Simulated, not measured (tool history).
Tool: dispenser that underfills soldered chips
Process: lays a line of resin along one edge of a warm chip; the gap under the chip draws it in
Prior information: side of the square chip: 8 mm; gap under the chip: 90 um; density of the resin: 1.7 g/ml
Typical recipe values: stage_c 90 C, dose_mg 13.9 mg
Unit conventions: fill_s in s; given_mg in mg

Run 1, hour 0.0: usual settings. Result: fill_s 46.1 s, given_mg 12.72 mg.
At hour 5.1: new syringe of resin.
Run 2, hour 12.5: usual settings. Result: fill_s 50.5 s, given_mg 12.71 mg.
At hour 13.7: new syringe of resin.
At hour 22.3: new syringe of resin.
Run 3, hour 23.6: usual settings. Result: fill_s 42.4 s, given_mg 12.63 mg.
At hour 31.2: new syringe of resin.
At hour 35.1: dispensing valve cleaned and set on the balance.
Run 4, hour 36.5: usual settings. Result: fill_s 44.6 s, given_mg 13.94 mg.
At hour 40.9: new syringe of resin.
Run 5, hour 47.1: usual settings. Result: fill_s 46.8 s, given_mg 13.75 mg.
At hour 50.0: new syringe of resin.
At hour 58.9: new syringe of resin.
Run 6, hour 59.5: usual settings. Result: fill_s 40.4 s, given_mg 13.75 mg.
At hour 67.7: new syringe of resin.
Run 7, hour 68.1: usual settings but dose_mg 12.0 mg. Result: fill_s 42.1 s, given_mg 11.77 mg.
At hour 76.7: new syringe of resin.
Run 8, hour 76.7: usual settings but dose_mg 12.0 mg. Result: fill_s 41.2 s, given_mg 11.74 mg.
At hour 85.6: new syringe of resin.
Run 9, hour 88.5: usual settings but stage_c 87 C, dose_mg 15.4 mg. Result: fill_s 49.7 s, given_mg 14.98 mg.
At hour 94.3: new syringe of resin.
Run 10, hour 101.7: usual settings but stage_c 87 C, dose_mg 15.4 mg. Result: fill_s 55.8 s, given_mg 14.77 mg.
At hour 103.0: new syringe of resin.
Run 11, hour 109.2: usual settings but stage_c 87 C, dose_mg 15.4 mg. Result: fill_s 53.3 s, given_mg 14.76 mg.
At hour 111.6: new syringe of resin.
Run 12, hour 117.4: usual settings but stage_c 99 C, dose_mg 14.9 mg. Result: fill_s 31.7 s, given_mg 14.17 mg.
At hour 120.6: new syringe of resin.
Run 13, hour 123.5: usual settings but stage_c 99 C, dose_mg 14.9 mg. Result: fill_s 28.9 s, given_mg 14.22 mg.
At hour 129.1: new syringe of resin.
Run 14, hour 130.7: usual settings but stage_c 96 C, dose_mg 15.3 mg. Result: fill_s 31.1 s, given_mg 14.46 mg.
Run 15, hour 136.2: usual settings but stage_c 96 C, dose_mg 15.3 mg. Result: fill_s 37.1 s, given_mg 14.37 mg.

5 ways to go on from here, each from the tool as it stands after run 15. What would each give?
At hour 138.2: new syringe of resin.
Run A, hour 144.3: usual settings but stage_c 96 C, dose_mg 16.3 mg. Result: fill_s ?, given_mg ?.
At hour 138.2: new syringe of resin.
Run B, hour 144.3: usual settings but stage_c 89 C, dose_mg 13.2 mg. Result: fill_s ?, given_mg ?.
At hour 138.2: new syringe of resin.
Run C, hour 144.3: usual settings but stage_c 77 C, dose_mg 15.3 mg. Result: fill_s ?, given_mg ?.
At hour 138.2: new syringe of resin.
Run D, hour 144.3: usual settings but stage_c 77 C, dose_mg 13.8 mg. Result: fill_s ?, given_mg ?.
At hour 138.2: new syringe of resin.
Run E, hour 144.3: usual settings but stage_c 77 C, dose_mg 17.0 mg. Result: fill_s ?, given_mg ?.

run  fill_s  given_mg
  A    35.0     15.31
  B    52.2     12.34
  C    87.4     14.53
  D    87.7     13.00
  E    84.3     16.05
With the hidden condition removed and each run's random variation left untouched, the same runs would have given:
run  fill_s  given_mg
  A    29.1     16.28
  B    43.2     13.12
  C    72.9     15.44
  D    72.7     13.81
  E    70.6     17.05
